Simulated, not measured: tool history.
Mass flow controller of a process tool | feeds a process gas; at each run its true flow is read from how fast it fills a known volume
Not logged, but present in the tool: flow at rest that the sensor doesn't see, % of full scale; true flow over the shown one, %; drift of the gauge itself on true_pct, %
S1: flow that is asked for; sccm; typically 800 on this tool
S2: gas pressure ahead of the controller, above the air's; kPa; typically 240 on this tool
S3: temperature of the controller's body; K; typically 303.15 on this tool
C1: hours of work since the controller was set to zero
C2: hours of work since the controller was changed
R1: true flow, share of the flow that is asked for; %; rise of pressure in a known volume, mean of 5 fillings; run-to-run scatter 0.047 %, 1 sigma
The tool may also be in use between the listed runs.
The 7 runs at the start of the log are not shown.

{"run": 8, "hour": 1869.5, "S1": 800, "S2": 240, "S3": 303.15, "C1": 7075, "C2": 7075, "R1": 99.01}
{"run": 9, "hour": 2149.8, "S1": 800, "S2": 240, "S3": 303.15, "C1": 7265, "C2": 7265, "R1": 99.03}
{"run": 10, "hour": 2471.9, "S1": 800, "S2": 221, "S3": 303.15, "C1": 7484, "C2": 7484, "R1": 99.15}
{"run": 11, "hour": 2725.4, "S1": 800, "S2": 221, "S3": 303.15, "C1": 7656, "C2": 7656, "R1": 99.03}
{"hour": 2939.5, "done": "controller's zero set anew"}
{"run": 12, "hour": 2954.7, "S1": 800, "S2": 221, "S3": 303.15, "C1": 10, "C2": 7811, "R1": 99.14}
{"run": 13, "hour": 3248.8, "S1": 800, "S2": 221, "S3": 303.15, "C1": 210, "C2": 8011, "R1": 99.1}
{"run": 14, "hour": 3426.3, "S1": 800, "S2": 221, "S3": 303.15, "C1": 331, "C2": 8132, "R1": 99.03}
{"run": 15, "hour": 3665.0, "S1": 800, "S2": 189, "S3": 303.15, "C1": 493, "C2": 8294, "R1": 99.19}
{"run": 16, "hour": 3990.4, "S1": 800, "S2": 189, "S3": 303.15, "C1": 714, "C2": 8515, "R1": 99.2}
{"run": 17, "hour": 4144.4, "S1": 800, "S2": 237, "S3": 303.15, "C1": 818, "C2": 8619, "R1": 99.02}
{"run": 18, "hour": 4298.1, "S1": 440, "S2": 151, "S3": 303.15, "C1": 923, "C2": 8724, "R1": 98.76}
{"run": 19, "hour": 4660.1, "S1": 412, "S2": 225, "S3": 299.15, "C1": 1169, "C2": 8970, "R1": 98.59}
{"run": 20, "hour": 4896.9, "S1": 800, "S2": 226, "S3": 303.15, "C1": 1330, "C2": 9131, "R1": 99.02}
{"run": 21, "hour": 5083.4, "S1": 800, "S2": 226, "S3": 303.15, "C1": 1456, "C2": 9257, "R1": 99.08}
{"run": 22, "hour": 5294.1, "S1": 800, "S2": 160, "S3": 303.15, "C1": 1599, "C2": 9400, "R1": 99.32}
{"run": 23, "hour": 5623.9, "S1": 277, "S2": 235, "S3": 302.15, "C1": 1823, "C2": 9624, "R1": 98.03}
{"run": 24, "hour": 5797.8, "S1": 277, "S2": 235, "S3": 302.15, "C1": 1942, "C2": 9743, "R1": 98.05}
{"run": 25, "hour": 6024.3, "S1": 277, "S2": 235, "S3": 302.15, "C1": 2095, "C2": 9896, "R1": 98.06}
{"run": 26, "hour": 6173.0, "S1": 543, "S2": 146, "S3": 312.15, "C1": 2196, "C2": 9997, "R1": 98.22}
{"run": 27, "hour": 6486.7, "S1": 543, "S2": 146, "S3": 312.15, "C1": 2410, "C2": 10210, "R1": 98.04}
{"run": 28, "hour": 6734.6, "S1": 180, "S2": 177, "S3": 303.15, "C1": 2578, "C2": 10379, "R1": 98.04}
{"run": 29, "hour": 7062.4, "S1": 162, "S2": 177, "S3": 306.15, "C1": 2801, "C2": 10602, "R1": 97.79}

Run 30 has not been measured yet. What should we expect?
{"run": 30, "hour": 7384.3, "S1": 162, "S2": 177, "S3": 300.15, "C1": 3019, "C2": 10820, "R1": "?"}

Logged for run 30: R1 98.25 %.
The same run, on a tool lacking any hidden state, would have yielded R1 98.25 %.
